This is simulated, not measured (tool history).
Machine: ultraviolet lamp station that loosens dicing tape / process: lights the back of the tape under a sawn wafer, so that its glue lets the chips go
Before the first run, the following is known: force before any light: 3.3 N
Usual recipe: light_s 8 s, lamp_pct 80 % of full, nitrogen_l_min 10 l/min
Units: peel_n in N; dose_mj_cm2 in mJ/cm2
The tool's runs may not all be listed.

run,hour,light_s,lamp_pct,nitrogen_l_min,peel_n,dose_mj_cm2
1,0.0,8,80,10,0.630,360
2,83.5,8,80,10,0.653,351
3,173.1,8,80,10,0.679,339
4,266.6,8,80,10,0.729,326
5,354.0,8,80,10,0.739,319
6,445.6,8,80,10,0.769,306
7,495.5,8,80,10,0.774,305
8,542.2,9,80,10,0.719,334
9,584.2,9,80,10,0.679,330
10,657.2,9,80,10,0.757,321
11,712.1,9,80,10,0.787,312
12,755.0,9,80,10,0.754,307
# hour 761.0: window cleaned of glue's vapour
13,804.7,9,80,10,0.809,296
14,876.4,8,80,10,0.931,259
# hour 919.3: lamp changed
15,925.9,8,80,10,0.649,355
16,988.9,8,82,10,0.655,356
# hour 1017.0: window cleaned of glue's vapour, once more
17,1048.7,8,82,3,1.023,386
18,1143.5,8,82,3,1.024,378
19,1208.7,12,82,6,0.459,555
20,1297.6,16,80,5,0.380,701
21,1395.9,5,74,10,1.236,196
22,1452.2,4,86,10,1.335,177
23,1546.3,4,86,10,1.338,172
24,1610.5,8,93,6,0.755,366
25,1710.5,8,84,12,0.690,322
26,1763.3,13,84,16,0.343,512
27,1811.9,11,75,17,0.481,378
28,1852.4,11,75,17,0.489,372
# hour 1906.5: window cleaned of glue's vapour
29,1951.5,8,76,12,0.780,282
30,2033.7,8,76,12,0.834,274
31,2095.7,12,66,3,1.112,351
32,2150.5,12,66,3,1.112,343

Difference, measured minus no-hidden-state, one row per run. Run-to-run variation is common to both terms; the gauge's own scatter need not be:
Unlogged tool condition in this case: lamp's light, % of a new lamp's; light that the window lets through, % of a clean one's; drift of the gauge itself on peel_n, %; drift of the gauge itself on dose_mj_cm2, %.
run,peel_n,dose_mj_cm2
1,+0.086,-42
2,+0.105,-51
3,+0.130,-61
4,+0.164,-72
5,+0.187,-81
6,+0.215,-91
7,+0.227,-97
8,+0.225,-112
9,+0.222,-120
10,+0.263,-126
11,+0.285,-133
12,+0.283,-138
13,+0.323,-147
14,+0.379,-138
15,+0.092,-45
16,+0.108,-53
17,+0.055,-21
18,+0.086,-33
19,+0.055,-59
20,+0.050,-98
21,+0.177,-35
22,+0.200,-36
23,+0.230,-42
24,+0.195,-98
25,+0.204,-98
26,+0.075,-171
27,+0.148,-136
28,+0.158,-141
29,+0.239,-95
30,+0.277,-104
31,+0.350,-145
32,+0.366,-149
